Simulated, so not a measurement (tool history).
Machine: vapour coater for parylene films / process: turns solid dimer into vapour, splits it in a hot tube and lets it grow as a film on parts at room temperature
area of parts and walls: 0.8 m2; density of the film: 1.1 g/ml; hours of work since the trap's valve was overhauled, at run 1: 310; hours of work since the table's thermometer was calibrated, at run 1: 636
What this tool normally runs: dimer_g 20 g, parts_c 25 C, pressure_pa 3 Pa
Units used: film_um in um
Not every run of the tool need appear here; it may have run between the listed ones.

run   hour  dimer_g  parts_c  pressure_pa  hours of work since the trap's valve was overhauled  hours of work since the table's thermometer was calibrated  film_um
  1      0       20       25            3                                                  310                                                         636    11.24
  2   30.9       20       25            3                                                  335                                                         661    11.15
  3   53.4       20       25            3                                                  353                                                         680    11.09
  4   74.8       20       25            3                                                  371                                                         697       11
  5   88.2       17       25            3                                                  381                                                         708     9.32
  6    109       17       25            3                                                  398                                                         725     9.36
  7  132.6       20       25            3                                                  417                                                         744    10.91
  8  152.6       20       22         5.91                                                  434                                                         760       10
  9  169.1       22       37         6.83                                                  447                                                         773      7.5
 10  189.7       15       18            3                                                  464                                                         790     9.46
 11  208.6       15       18            3                                                  479                                                         805     9.62
 12  233.5       15       18            3                                                  499                                                         825     9.52
 13  258.6       12       21            3                                                  519                                                         846     6.93
 14  276.3        9       25          2.9                                                  534                                                         860     4.82

How would selected steps in film_um from run to run divide? Give the signed amount a tool lacking its hidden state would still show from settings, what came in and random variation, and the signed amount left for the hidden state, including any gauge scatter that is not in both of the compared results.
The hidden state here: vapour lost through the trap's worn valve, %; true temperature of the parts over the reading, C; drift of the gauge itself on film_um, %.
Run 12 -> 13: dimer_g 15 -> 12, parts_c 18 -> 21. film_um -2.59 um: hidden state +0.26, all else -2.85.

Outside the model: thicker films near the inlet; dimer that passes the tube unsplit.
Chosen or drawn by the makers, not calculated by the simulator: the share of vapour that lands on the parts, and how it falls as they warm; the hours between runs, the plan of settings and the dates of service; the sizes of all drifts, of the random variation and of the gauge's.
